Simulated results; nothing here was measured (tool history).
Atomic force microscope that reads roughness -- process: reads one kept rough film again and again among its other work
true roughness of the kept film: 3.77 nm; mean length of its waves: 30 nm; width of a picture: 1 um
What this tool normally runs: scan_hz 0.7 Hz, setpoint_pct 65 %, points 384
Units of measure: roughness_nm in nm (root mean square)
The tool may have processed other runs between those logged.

run	hour	scan_hz	setpoint_pct	points	roughness_nm
1	0	0.7	65	384	3.165
2	18.3	0.7	65	384	3.169
3	34.8	0.7	65	384	3.167
4	46.4	0.7	65	384	3.167
5	60	0.7	65	384	3.176
6	78.3	0.7	65	384	3.192
7	98.7	0.7	65	384	3.167
8	122.4	0.7	65	384	3.162
9	139.6	0.704	65	384	3.177
10	156.5	3.95	65	384	3.008
11	178.5	3.95	65	384	3.013
12	189.8	3.95	65	384	3.014
13	202.3	3.95	65	384	3.027
14	212.6	3.95	65	384	2.992
15	224.7	3.95	65	384	3.008
16	245.8	2.219	65	912	3.113
17	260.5	2.219	65	912	3.123
18	285.1	1.678	79	879	3.031
19	298.7	0.921	66	879	3.155
20	323.8	0.82	69	301	3.149
21	340.6	1.105	78	431	3.087
22	354.1	0.555	65	415	3.191
23	378.5	0.555	65	415	3.187

The log once held 2 entries between its listed runs, left out of this copy. Where does each go, and what is different about the tool's unlogged condition between the listed run before it and the listed run after it?
Logged between run 6 and run 7: new tip fitted (hour 90.9)
  radius of the tip, nm: 10.2 -> 10
Logged between run 19 and run 20: new tip fitted (hour 317.4)
  radius of the tip, nm: 10.2 -> 10
